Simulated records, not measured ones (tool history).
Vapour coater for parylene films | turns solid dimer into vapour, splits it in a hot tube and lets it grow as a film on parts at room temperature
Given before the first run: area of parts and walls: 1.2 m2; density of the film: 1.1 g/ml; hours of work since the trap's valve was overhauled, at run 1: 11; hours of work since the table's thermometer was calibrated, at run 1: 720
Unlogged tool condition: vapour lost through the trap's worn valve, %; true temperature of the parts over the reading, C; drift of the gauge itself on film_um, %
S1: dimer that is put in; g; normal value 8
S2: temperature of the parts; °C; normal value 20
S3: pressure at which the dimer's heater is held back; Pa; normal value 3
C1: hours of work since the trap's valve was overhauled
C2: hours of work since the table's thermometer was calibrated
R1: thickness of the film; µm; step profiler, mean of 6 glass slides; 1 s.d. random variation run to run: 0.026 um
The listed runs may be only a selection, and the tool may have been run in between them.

run	hour	S1	S2	S3	C1	C2	R1
1	0	8	20	3	11	720	4.76
2	10.4	8	20	3	19	728	4.78
3	26.3	8	20	3	32	741	4.74
4	35.9	8	20	3	40	749	4.74
5	53.6	8	20	3	55	763	4.73
6	66.4	8	20	3	65	774	4.73
7	78.7	8	20	3	75	784	4.75
8	89.3	8	20	3	84	792	4.75
9	101.5	8	20	3	94	802	4.69
10	124.9	8	20	3	113	821	4.67
11	137.8	8	20	3	123	832	4.69
12	151	8	20	3	134	843	4.68
13	169.8	8	20	3	149	858	4.63
14	189.9	3	13	5.37	166	874	2.12
15	208.7	3	15	5.37	181	890	2.07
16	230.7	4	17	3	199	908	2.63
17	245	3	13	3.14	211	919	2.11
18	265.4	8	15	9.91	227	936	5.03
19	281.5	8	15	9.91	240	949	5.02
20	297.2	8	29	11.08	253	962	2.46
21	316	8	29	11.08	269	977	2.47
22	335.7	9	16	4.61	285	993	5.85
23	350.7	8	17	5.45	297	1006	4.85
24	371.5	3	21	9.19	314	1023	1.38
25	383.1	3	21	9.19	323	1032	1.39

Predict each of these 4 candidate next runs independently; none follows another, all start after run 25:
A	405.4	3	27	9.19	342	1050	?
B	405.4	8	22	3	342	1050	?
C	405.4	3	17	7.21	342	1050	?
D	405.4	3	20	9.19	342	1050	?

run	R1
A	1.02
B	4.01
C	1.72
D	1.44
The same runs, with their run-to-run variation unchanged, on a tool lacking any hidden condition would have given:
run	R1
A	1.07
B	4.2
C	1.8
D	1.51
